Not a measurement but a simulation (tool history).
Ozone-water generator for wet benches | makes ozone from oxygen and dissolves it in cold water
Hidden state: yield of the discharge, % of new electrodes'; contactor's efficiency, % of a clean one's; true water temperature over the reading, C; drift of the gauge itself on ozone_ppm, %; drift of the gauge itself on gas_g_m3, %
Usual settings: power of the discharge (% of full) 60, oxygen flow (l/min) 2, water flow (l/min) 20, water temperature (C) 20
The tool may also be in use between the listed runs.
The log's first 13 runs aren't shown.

run,hour,power of the discharge (% of full),oxygen flow (l/min),water flow (l/min),water temperature (C),hours of work since the electrodes were changed,hours of work since the contactor was cleaned,hours of work since the thermometer was calibrated,dissolved ozone (ppm),ozone in the gas ahead of the water (g/m3)
14,340.1,60,2,20,20,479,5982,1280,11.6,210.3
15,353.9,60,2,20,20,493,5995,1293,11.6,208.8
16,383.8,60,2,20,20,521,6024,1322,11.7,210.2
17,400.3,60,2,20,16,537,6040,1338,12.2,209.1
18,419.3,60,2,20,16,555,6058,1356,12.1,207.1
19,453.1,50,2.34,31,15,588,6091,1389,7.3,167.1
20,475.1,45,1.64,18,20,609,6112,1410,10.1,192.7
21,507.9,45,1.64,18,20,640,6143,1441,10.6,192.3
22,539.6,45,1.64,18,20,671,6174,1472,10.5,194.2
23,566.6,60,2,22,24,697,6200,1498,10.3,209.5
24,599.3,49,2,21,19,728,6231,1529,9.8,181.6
25,632.3,60,3.43,30,22,760,6263,1561,8.5,150.1
26,652.9,60,2,20,12,780,6282,1580,12.6,207
27,670.2,68,1.27,16,14,796,6299,1597,15,298.1
28,699.2,58,1.27,29,14,824,6327,1625,7.4,265.4
29,725.5,58,1.27,29,14,849,6352,1650,7.5,268.9
30,749.4,42,1.03,24,14,872,6375,1673,6.9,242.4
31,773.1,60,2.42,20,28,895,6398,1696,11.2,186.8
32,786.9,50,2.48,12,16,908,6411,1709,16.9,161.3

Forecast each of these 5 alternatives for the next run:
A,820.7,64,2.48,12,16,941,6443,1741,?,?
B,820.7,60,2.61,12,19,941,6443,1741,?,?
C,820.7,51,2.48,12,16,941,6443,1741,?,?
D,820.7,60,2,18,20,941,6443,1741,?,?
E,820.7,60,2,20,26,941,6443,1741,?,?

run,dissolved ozone (ppm),ozone in the gas ahead of the water (g/m3)
A,20,192.7
B,18.6,180.5
C,17,163.5
D,12.9,210.1
E,11.3,208.1
Without the tool's hidden state the same runs would have given:
run,dissolved ozone (ppm),ozone in the gas ahead of the water (g/m3)
A,21.1,196.2
B,19.6,183.6
C,18,166
D,13.7,213.7
E,12,211.7
